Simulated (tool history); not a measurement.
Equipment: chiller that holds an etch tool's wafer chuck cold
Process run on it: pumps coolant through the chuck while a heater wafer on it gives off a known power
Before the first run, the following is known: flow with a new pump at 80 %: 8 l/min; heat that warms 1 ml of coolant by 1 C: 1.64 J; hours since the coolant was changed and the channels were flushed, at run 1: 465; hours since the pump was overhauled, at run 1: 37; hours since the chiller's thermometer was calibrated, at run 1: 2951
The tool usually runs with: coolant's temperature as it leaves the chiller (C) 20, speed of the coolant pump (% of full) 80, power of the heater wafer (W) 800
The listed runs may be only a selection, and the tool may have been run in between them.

run    hour  coolant's temperature as it leaves the chiller (C)  speed of the coolant pump (% of full)  power of the heater wafer (W)  hours since the coolant was changed and the channels were flushed  hours since the pump was overhauled  hours since the chiller's thermometer was calibrated  chuck's temperature once it has settled (C)  how much warmer the coolant comes back (C)
  1     0.0                                                  20                                     80                            800                                                                465                                   37                                                  2951                                         25.8                                        3.65
  2    39.2                                                  26                                     80                            800                                                                505                                   77                                                  2991                                         31.7                                        3.65
  3    68.6                                                  20                                     80                            800                                                                534                                  106                                                  3020                                         25.7                                        3.66
  4   107.1                                                  20                                     80                            800                                                                572                                  145                                                  3059                                         25.7                                        3.67
      143.6  -- chiller's thermometer calibrated
  5   153.3                                                  20                                     82                            800                                                                618                                  190                                                    10                                         25.6                                        3.55
  6   204.1                                                  19                                     80                            800                                                                668                                  241                                                    60                                         24.7                                        3.65
  7   264.0                                                  19                                     80                            800                                                                728                                  300                                                   120                                         24.8                                        3.69
  8   322.3                                                  16                                     80                            800                                                                787                                  359                                                   179                                         21.8                                        3.65
  9   370.3                                                  16                                     80                            800                                                                835                                  407                                                   227                                         21.8                                        3.69
 10   414.9                                                  16                                     80                            800                                                                879                                  451                                                   271                                         21.8                                        3.69
 11   456.8                                                  20                                     73                            800                                                                921                                  493                                                   313                                         26.3                                        4.05
 12   496.8                                                  13                                     73                            800                                                                961                                  533                                                   353                                         19.2                                        4.08
 13   545.1                                                  13                                     73                            800                                                               1009                                  582                                                   401                                         19.5                                        4.07
 14   598.0                                                  20                                     80                            800                                                               1062                                  635                                                   454                                         25.7                                        3.61
 15   646.2                                                  12                                     80                            800                                                               1111                                  683                                                   503                                         17.7                                        3.68
 16   681.7                                                  12                                     80                            800                                                               1146                                  718                                                   538                                         17.8                                        3.66
 17   728.4                                                  12                                     80                            800                                                               1193                                  765                                                   585                                         17.8                                        3.65
 18   769.3                                                  12                                     82                            918                                                               1234                                  806                                                   626                                         18.5                                        4.08
 19   815.8                                                  29                                     69                           1082                                                               1280                                  852                                                   672                                         37.9                                        5.74
 20   856.4                                                  20                                     80                            485                                                               1321                                  893                                                   713                                         23.5                                        2.20
 21   890.4                                                  20                                     80                            485                                                               1355                                  927                                                   747                                         23.5                                        2.25
 22   940.5                                                  20                                     62                            428                                                               1405                                  977                                                   797                                         24.0                                        2.58
 23   985.5                                                  20                                     62                            428                                                               1450                                 1022                                                   842                                         24.0                                        2.55
 24  1048.1                                                  16                                     69                            771                                                               1512                                 1085                                                   905                                         22.4                                        4.18
 25  1091.5                                                  14                                     83                            771                                                               1556                                 1128                                                   948                                         19.4                                        3.41
 26  1133.4                                                  18                                     97                           1102                                                               1598                                 1170                                                   990                                         24.7                                        4.06
 27  1192.4                                                  17                                     87                           1102                                                               1657                                 1229                                                  1049                                         24.4                                        4.73
 28  1228.5                                                  20                                     81                            479                                                               1693                                 1265                                                  1085                                         23.5                                        2.20
 29  1264.2                                                  20                                     81                            479                                                               1729                                 1301                                                  1121                                         23.4                                        2.24
 30  1299.8                                                  20                                     96                            929                                                               1764                                 1336                                                  1156                                         25.6                                        3.49
 31  1343.5                                                  29                                     96                            893                                                               1808                                 1380                                                  1200                                         34.3                                        3.34

Consider 3 possible next runs. They are alternatives, not a sequence: every one starts from the tool as it was left by run 31. What does each give?
  A  1394.7                                                  21                                     88                            686                                                               1859                                 1431                                                  1251                                            ?                                           ?
  B  1394.7                                                  14                                     92                           1024                                                               1859                                 1431                                                  1251                                            ?                                           ?
  C  1394.7                                                  29                                     83                            893                                                               1859                                 1431                                                  1251                                            ?                                           ?

run  chuck's temperature once it has settled (C)  how much warmer the coolant comes back (C)
  A                                         25.5                                        2.83
  B                                         20.6                                        4.09
  C                                         35.3                                        3.91
Take away the tool's hidden state, keep each run's random variation, and the runs would have read:
run  chuck's temperature once it has settled (C)  how much warmer the coolant comes back (C)
  A                                         25.5                                        2.82
  B                                         20.6                                        4.09
  C                                         35.3                                        3.90
